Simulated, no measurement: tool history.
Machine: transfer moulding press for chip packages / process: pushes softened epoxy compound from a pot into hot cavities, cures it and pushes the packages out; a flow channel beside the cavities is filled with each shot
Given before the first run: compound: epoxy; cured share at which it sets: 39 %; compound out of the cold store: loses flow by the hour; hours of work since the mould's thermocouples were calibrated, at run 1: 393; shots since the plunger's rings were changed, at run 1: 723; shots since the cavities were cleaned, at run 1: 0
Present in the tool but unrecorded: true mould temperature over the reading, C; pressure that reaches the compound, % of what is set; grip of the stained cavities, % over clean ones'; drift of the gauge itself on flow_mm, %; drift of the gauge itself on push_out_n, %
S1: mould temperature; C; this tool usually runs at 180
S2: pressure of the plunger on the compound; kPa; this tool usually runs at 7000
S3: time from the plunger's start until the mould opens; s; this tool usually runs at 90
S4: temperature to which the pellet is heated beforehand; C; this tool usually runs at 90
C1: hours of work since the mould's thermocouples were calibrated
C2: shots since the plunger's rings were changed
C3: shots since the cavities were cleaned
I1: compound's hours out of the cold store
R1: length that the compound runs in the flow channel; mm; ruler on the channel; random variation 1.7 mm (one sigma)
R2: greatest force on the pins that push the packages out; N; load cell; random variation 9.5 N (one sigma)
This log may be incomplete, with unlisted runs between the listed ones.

run	hour	S1	S2	S3	S4	C1	C2	C3	I1	R1	R2
1	0	180	7000	90	90	393	723	0	36.7	507	438
# hour 41.2: cavities cleaned with cleaning compound and waxed
2	54	180	7000	90	90	424	1385	161	44.1	496	522
# hour 84: cavities cleaned with cleaning compound and waxed
# hour 127.2: cavities cleaned with cleaning compound and waxed
3	127.2	180	7000	90	90	465	2272	0	17.8	524	434
# hour 156.6: plunger's sealing rings changed
# hour 171.7: cavities cleaned with cleaning compound and waxed
4	195.4	180	7000	90	82	502	471	299	28.7	517	600
# hour 212.9: cavities cleaned with cleaning compound and waxed
# hour 258.7: cavities cleaned with cleaning compound and waxed
5	262.9	180	7000	90	82	539	1286	53	39.2	501	468
# hour 299.1: cavities cleaned with cleaning compound and waxed
6	325.3	180	7000	90	82	575	2055	330	26	515	570
# hour 346.1: cavities cleaned with cleaning compound and waxed
# hour 378.9: plunger's sealing rings changed
# hour 391.3: cavities cleaned with cleaning compound and waxed
7	392.6	180	7000	90	82	610	154	16	31.1	519	432
# hour 432.6: cavities cleaned with cleaning compound and waxed
8	457	180	7000	90	82	647	949	309	31.6	511	569
# hour 472.5: cavities cleaned with cleaning compound and waxed
9	510.6	180	7000	106	90	677	1607	481	28.5	512	534
# hour 520.8: cavities cleaned with cleaning compound and waxed
# hour 544.6: mould's thermocouples calibrated
# hour 566.4: cavities cleaned with cleaning compound and waxed
# hour 597.9: plunger's sealing rings changed
10	599.3	180	7000	106	90	29	18	384	35.2	513	493
# hour 615: cavities cleaned with cleaning compound and waxed
# hour 660.3: cavities cleaned with cleaning compound and waxed
11	691.9	180	7750	90	90	81	1151	400	20	551	600
# hour 700: cavities cleaned with cleaning compound and waxed
# hour 740.9: cavities cleaned with cleaning compound and waxed
12	753.9	177	7000	90	90	116	1895	164	18.9	529	578
# hour 784.4: cavities cleaned with cleaning compound and waxed
# hour 820.5: plunger's sealing rings changed
# hour 827.5: cavities cleaned with cleaning compound and waxed
# hour 843.3: mould's thermocouples calibrated, once more
13	854	182	6270	117	90	6	379	309	23.1	496	499
# hour 872.4: cavities cleaned with cleaning compound and waxed
14	907.8	182	6270	117	90	37	1040	447	22.8	494	489
# hour 914.7: cavities cleaned with cleaning compound and waxed
# hour 960.9: cavities cleaned with cleaning compound and waxed
15	994.1	175	5950	90	96	85	2091	418	30	480	736
# hour 1005.1: cavities cleaned with cleaning compound and waxed
# hour 1044.3: plunger's sealing rings changed
# hour 1050.5: cavities cleaned with cleaning compound and waxed
16	1055.9	175	5950	90	96	118	128	69	25	491	569
# hour 1091.8: cavities cleaned with cleaning compound and waxed
# hour 1136.5: cavities cleaned with cleaning compound and waxed
17	1139.1	175	5250	90	90	164	1141	33	37.6	446	565
# hour 1179.4: cavities cleaned with cleaning compound and waxed
18	1193.4	175	5250	90	90	195	1808	178	45.4	437	628
# hour 1221.7: cavities cleaned with cleaning compound and waxed
19	1244.9	175	5250	90	90	224	2439	293	42.9	433	662
# hour 1267.3: plunger's sealing rings changed
# hour 1268.8: cavities cleaned with cleaning compound and waxed
# hour 1310.9: cavities cleaned with cleaning compound and waxed
20	1335.7	183	7130	90	93	273	827	314	33.8	508	503
# hour 1351.4: cavities cleaned with cleaning compound and waxed
# hour 1392.9: cavities cleaned with cleaning compound and waxed
21	1395.8	183	7130	90	93	306	1548	37	8.9	537	413

How would selected steps in R1 from run to run divide? Give the signed amount a tool lacking its hidden state would still show from settings, what came in and random variation, and the signed amount left for the hidden state, including any gauge scatter that is not in both of the compared results.
Run 3 -> 4: S4 90 -> 82, plunger's sealing rings changed, cavities cleaned with cleaning compound and waxed. R1 -7 mm: hidden state +10, all else -17.
Run 12 -> 13: S1 177 -> 182, S2 7000 -> 6270, S3 90 -> 117, cavities cleaned with cleaning compound and waxed, plunger's sealing rings changed, cavities cleaned with cleaning compound and waxed, mould's thermocouples calibrated, once more. R1 -33 mm: hidden state +12, all else -45.
Run 16 -> 17: S2 5950 -> 5250, S4 96 -> 90, cavities cleaned with cleaning compound and waxed, cavities cleaned with cleaning compound and waxed. R1 -45 mm: hidden state -5, all else -40.
Run 19 -> 20: S1 175 -> 183, S2 5250 -> 7130, S4 90 -> 93, plunger's sealing rings changed, cavities cleaned with cleaning compound and waxed, cavities cleaned with cleaning compound and waxed. R1 +75 mm: hidden state +7, all else +68.
